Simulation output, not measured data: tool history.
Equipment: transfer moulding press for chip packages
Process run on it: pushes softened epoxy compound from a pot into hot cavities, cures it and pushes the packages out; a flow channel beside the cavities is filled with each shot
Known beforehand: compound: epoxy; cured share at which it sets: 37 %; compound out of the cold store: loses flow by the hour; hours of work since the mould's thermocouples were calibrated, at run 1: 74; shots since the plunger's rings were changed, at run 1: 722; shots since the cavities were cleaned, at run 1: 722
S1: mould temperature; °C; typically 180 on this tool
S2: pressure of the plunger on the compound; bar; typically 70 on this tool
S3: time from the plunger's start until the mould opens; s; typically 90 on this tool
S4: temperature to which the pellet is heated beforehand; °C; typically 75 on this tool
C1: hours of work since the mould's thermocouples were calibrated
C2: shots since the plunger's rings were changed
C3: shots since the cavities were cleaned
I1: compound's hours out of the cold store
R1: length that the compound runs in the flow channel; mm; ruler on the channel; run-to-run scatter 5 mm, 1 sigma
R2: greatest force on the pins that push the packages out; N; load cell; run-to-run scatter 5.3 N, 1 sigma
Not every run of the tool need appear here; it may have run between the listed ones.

run    hour   S1    S2   S3  S4   C1    C2   C3    I1   R1   R2
  1       0  180    70   90  75   74   722  722  22.3  893  256
       13.6  -- cavities cleaned with cleaning compound and waxed
  2    51.1  180    70   90  75  107  1327  457  21.8  887  243
       85.5  -- cavities cleaned with cleaning compound and waxed
  3    99.2  180    70   96  75  138  1897  167  15.9  896  197
  4   147.1  180    70   96  75  170  2481  751  18.1  893  255
      156.9  -- cavities cleaned with cleaning compound and waxed
  5   176.5  180    70   96  75  189  2821  239  34.9  851  199
  6   206.3  178    70   90  75  209  3185  603  17.3  903  267
      228.2  -- cavities cleaned with cleaning compound and waxed
  7   254.8  180    70   90  75  240  3758  324  39.9  835  224
  8     286  180    70  109  75  261  4140  706  12.1  895  236
      299.5  -- cavities cleaned with cleaning compound and waxed
  9   328.2  175    70   90  75  288  4636  351  23.2  895  280
      370.2  -- cavities cleaned with cleaning compound and waxed
 10   370.3  175    70   90  75  315  5132    2  10.8  915  220
 11   417.4  175    70   90  75  347  5706  576  32.7  857  296
      442.8  -- cavities cleaned with cleaning compound and waxed
 12   460.1  180  63.1   90  75  374  6208  211  43.4  766  201
        467  -- plunger's sealing rings changed
 13   491.9  180  67.6   90  75  394   303  569  46.2  828  249
      519.2  -- cavities cleaned with cleaning compound and waxed
 14   543.2  180  67.6   90  75  427   911  293  12.2  909  225
 15   575.3  180  57.1   90  72  448  1303  685  14.9  832  259
      589.4  -- cavities cleaned with cleaning compound and waxed
 16   600.6  180  57.1   80  77  464  1593  137  45.8  760  241
 17   621.9  180  78.9   90  75  479  1853  397    12  972  227
      662.4  -- cavities cleaned with cleaning compound and waxed
 18   671.8  180  54.8   90  73  511  2443  114  37.3  748  193
 19   697.7  180  54.8   90  73  528  2760  431  17.2  793  232
      734.3  -- mould's thermocouples calibrated
      735.8  -- cavities cleaned with cleaning compound and waxed
 20   749.4  187  70.5  112  73    9  3348  166  37.6  828  180
 21     770  180  56.1  116  75   23  3600  418  11.6  814  217
      806.3  -- cavities cleaned with cleaning compound and waxed
 22   817.8  180  56.1  116  75   54  4165  141  10.4  803  186
 23   865.9  182  78.9   90  75   86  4752  728  24.9  917  229
      879.4  -- cavities cleaned with cleaning compound and waxed
 24   908.2  182  78.9  112  65  113  5250  352  35.4  893  207
      950.4  -- cavities cleaned with cleaning compound and waxed
 25   959.7  182  78.9  112  65  147  5860  114  16.1  930  186
 26   981.3  182  78.9  112  65  161  6123  377  24.4  907  202
      992.7  -- plunger's sealing rings changed
     1025.6  -- cavities cleaned with cleaning compound and waxed
 27  1029.5  174  78.9  112  65  191   432   48  41.1  937  176
 28  1074.4  184  76.6  122  82  221   980  596    39  888  237

Consider 3 possible next runs. They are alternatives, not a sequence: every one starts from the tool as it was left by run 28. What does each give?
     1095.8  -- cavities cleaned with cleaning compound and waxed
  A  1112.1  180    70   82  75  245  1421  199  27.1   ?   ?
     1095.8  -- cavities cleaned with cleaning compound and waxed
  B  1112.1  184  85.3   90  70  245  1421  199  22.3   ?   ?
     1095.8  -- cavities cleaned with cleaning compound and waxed
  C  1112.1  175  71.7  122  81  245  1421  199  22.6   ?   ?

run   R1   R2
  A  886  234
  B  968  186
  C  930  195
Take away the tool's hidden state, keep each run's random variation, and the runs would have read:
run   R1   R2
  A  898  203
  B  981  157
  C  943  166
